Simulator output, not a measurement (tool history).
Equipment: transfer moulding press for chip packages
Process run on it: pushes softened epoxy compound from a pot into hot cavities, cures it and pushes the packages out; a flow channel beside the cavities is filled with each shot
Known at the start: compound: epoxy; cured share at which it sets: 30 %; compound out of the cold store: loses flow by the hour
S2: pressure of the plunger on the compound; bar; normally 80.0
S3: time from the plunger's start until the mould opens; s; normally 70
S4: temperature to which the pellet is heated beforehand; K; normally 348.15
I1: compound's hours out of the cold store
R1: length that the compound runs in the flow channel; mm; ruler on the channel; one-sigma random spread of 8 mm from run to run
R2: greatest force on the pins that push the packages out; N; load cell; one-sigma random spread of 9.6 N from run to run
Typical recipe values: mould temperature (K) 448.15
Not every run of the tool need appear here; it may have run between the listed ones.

{"run": 1, "hour": 0.0, "mould temperature (K)": 448.15, "S2": 80.0, "S3": 70, "S4": 348.15, "I1": 35.6, "R1": 879, "R2": 680}
{"hour": 3.9, "done": "cavities cleaned with cleaning compound and waxed"}
{"run": 2, "hour": 37.8, "mould temperature (K)": 448.15, "S2": 91.8, "S3": 70, "S4": 348.15, "I1": 45.3, "R1": 892, "R2": 659}
{"hour": 41.9, "done": "cavities cleaned with cleaning compound and waxed"}
{"run": 3, "hour": 60.8, "mould temperature (K)": 448.15, "S2": 91.8, "S3": 70, "S4": 348.15, "I1": 45.9, "R1": 897, "R2": 564}
{"hour": 80.6, "done": "cavities cleaned with cleaning compound and waxed"}
{"run": 4, "hour": 86.7, "mould temperature (K)": 448.15, "S2": 91.8, "S3": 70, "S4": 348.15, "I1": 32.8, "R1": 943, "R2": 496}
{"run": 5, "hour": 104.5, "mould temperature (K)": 448.15, "S2": 91.8, "S3": 70, "S4": 348.15, "I1": 35.5, "R1": 929, "R2": 603}
{"hour": 118.6, "done": "cavities cleaned with cleaning compound and waxed"}
{"run": 6, "hour": 130.5, "mould temperature (K)": 448.15, "S2": 91.8, "S3": 70, "S4": 348.15, "I1": 32.2, "R1": 925, "R2": 555}
{"hour": 157.3, "done": "cavities cleaned with cleaning compound and waxed"}
{"run": 7, "hour": 172.4, "mould temperature (K)": 448.15, "S2": 91.8, "S3": 70, "S4": 348.15, "I1": 44.4, "R1": 864, "R2": 532}
{"hour": 195.1, "done": "cavities cleaned with cleaning compound and waxed"}
{"run": 8, "hour": 217.7, "mould temperature (K)": 448.15, "S2": 91.8, "S3": 70, "S4": 348.15, "I1": 10.2, "R1": 995, "R2": 659}
{"hour": 235.2, "done": "cavities cleaned with cleaning compound and waxed"}
{"run": 9, "hour": 256.0, "mould temperature (K)": 444.15, "S2": 80.0, "S3": 70, "S4": 348.15, "I1": 43.5, "R1": 812, "R2": 712}
{"hour": 273.8, "done": "cavities cleaned with cleaning compound and waxed"}
{"run": 10, "hour": 286.4, "mould temperature (K)": 448.15, "S2": 80.0, "S3": 95, "S4": 348.15, "I1": 42.6, "R1": 802, "R2": 439}
{"hour": 313.6, "done": "cavities cleaned with cleaning compound and waxed"}
{"run": 11, "hour": 322.6, "mould temperature (K)": 453.15, "S2": 80.0, "S3": 70, "S4": 348.15, "I1": 21.6, "R1": 852, "R2": 448}
{"run": 12, "hour": 347.7, "mould temperature (K)": 453.15, "S2": 80.0, "S3": 70, "S4": 348.15, "I1": 34.2, "R1": 795, "R2": 566}
{"hour": 352.2, "done": "cavities cleaned with cleaning compound and waxed"}
{"run": 13, "hour": 368.5, "mould temperature (K)": 453.15, "S2": 80.0, "S3": 70, "S4": 348.15, "I1": 11.2, "R1": 893, "R2": 495}
{"hour": 389.6, "done": "cavities cleaned with cleaning compound and waxed"}
{"run": 14, "hour": 411.0, "mould temperature (K)": 453.15, "S2": 80.0, "S3": 70, "S4": 348.15, "I1": 18.2, "R1": 842, "R2": 542}
{"hour": 429.5, "done": "cavities cleaned with cleaning compound and waxed"}
{"run": 15, "hour": 447.1, "mould temperature (K)": 443.15, "S2": 64.8, "S3": 70, "S4": 340.15, "I1": 42.3, "R1": 710, "R2": 776}
{"hour": 465.9, "done": "plunger's sealing rings changed"}
{"hour": 470.8, "done": "cavities cleaned with cleaning compound and waxed"}
{"run": 16, "hour": 488.7, "mould temperature (K)": 453.15, "S2": 64.8, "S3": 70, "S4": 351.15, "I1": 10.5, "R1": 869, "R2": 486}
{"hour": 508.9, "done": "cavities cleaned with cleaning compound and waxed"}
{"run": 17, "hour": 509.6, "mould temperature (K)": 448.15, "S2": 69.6, "S3": 82, "S4": 357.15, "I1": 16.1, "R1": 887, "R2": 366}
{"hour": 513.6, "done": "mould's thermocouples calibrated"}
{"hour": 548.7, "done": "cavities cleaned with cleaning compound and waxed"}
{"run": 18, "hour": 555.4, "mould temperature (K)": 448.15, "S2": 69.6, "S3": 82, "S4": 357.15, "I1": 14.7, "R1": 899, "R2": 435}
{"run": 19, "hour": 574.5, "mould temperature (K)": 448.15, "S2": 80.0, "S3": 72, "S4": 357.15, "I1": 25.9, "R1": 917, "R2": 612}
{"hour": 585.8, "done": "cavities cleaned with cleaning compound and waxed"}
{"run": 20, "hour": 615.6, "mould temperature (K)": 444.15, "S2": 84.4, "S3": 110, "S4": 357.15, "I1": 8.9, "R1": 983, "R2": 487}
{"hour": 623.2, "done": "cavities cleaned with cleaning compound and waxed"}
{"run": 21, "hour": 658.1, "mould temperature (K)": 450.15, "S2": 84.4, "S3": 110, "S4": 346.15, "I1": 35.4, "R1": 870, "R2": 523}
{"hour": 661.9, "done": "cavities cleaned with cleaning compound and waxed"}
{"run": 22, "hour": 693.4, "mould temperature (K)": 448.15, "S2": 80.0, "S3": 70, "S4": 353.15, "I1": 44.6, "R1": 798, "R2": 648}
{"hour": 701.5, "done": "cavities cleaned with cleaning compound and waxed"}
{"run": 23, "hour": 725.0, "mould temperature (K)": 448.15, "S2": 79.9, "S3": 77, "S4": 348.15, "I1": 28.2, "R1": 861, "R2": 568}
{"hour": 741.6, "done": "cavities cleaned with cleaning compound and waxed"}
{"hour": 760.1, "done": "mould's thermocouples calibrated, once more"}
{"run": 24, "hour": 767.2, "mould temperature (K)": 448.15, "S2": 79.9, "S3": 77, "S4": 348.15, "I1": 29.4, "R1": 839, "R2": 534}
{"hour": 781.2, "done": "cavities cleaned with cleaning compound and waxed"}
{"run": 25, "hour": 810.2, "mould temperature (K)": 448.15, "S2": 80.0, "S3": 51, "S4": 351.15, "I1": 20.1, "R1": 871, "R2": 1531}

What if the next run were any one of these 4? Each begins from the tool's condition after run 25:
{"hour": 818.8, "done": "cavities cleaned with cleaning compound and waxed"}
{"run": "A", "hour": 850.8, "mould temperature (K)": 448.15, "S2": 80.0, "S3": 70, "S4": 339.15, "I1": 43.5, "R1": "?", "R2": "?"}
{"hour": 818.8, "done": "cavities cleaned with cleaning compound and waxed"}
{"run": "B", "hour": 850.8, "mould temperature (K)": 448.15, "S2": 80.0, "S3": 70, "S4": 357.15, "I1": 46.3, "R1": "?", "R2": "?"}
{"hour": 818.8, "done": "cavities cleaned with cleaning compound and waxed"}
{"run": "C", "hour": 850.8, "mould temperature (K)": 448.15, "S2": 95.6, "S3": 80, "S4": 357.15, "I1": 24.4, "R1": "?", "R2": "?"}
{"hour": 818.8, "done": "cavities cleaned with cleaning compound and waxed"}
{"run": "D", "hour": 850.8, "mould temperature (K)": 448.15, "S2": 79.6, "S3": 70, "S4": 348.15, "I1": 28.7, "R1": "?", "R2": "?"}

run=A R1=773 R2=689
run=B R1=766 R2=653
run=C R1=920 R2=560
run=D R1=827 R2=698
With the hidden condition removed and each run's random variation left untouched, the same runs would have given:
run=A R1=847 R2=431
run=B R1=840 R2=408
run=C R1=1008 R2=353
run=D R1=905 R2=435

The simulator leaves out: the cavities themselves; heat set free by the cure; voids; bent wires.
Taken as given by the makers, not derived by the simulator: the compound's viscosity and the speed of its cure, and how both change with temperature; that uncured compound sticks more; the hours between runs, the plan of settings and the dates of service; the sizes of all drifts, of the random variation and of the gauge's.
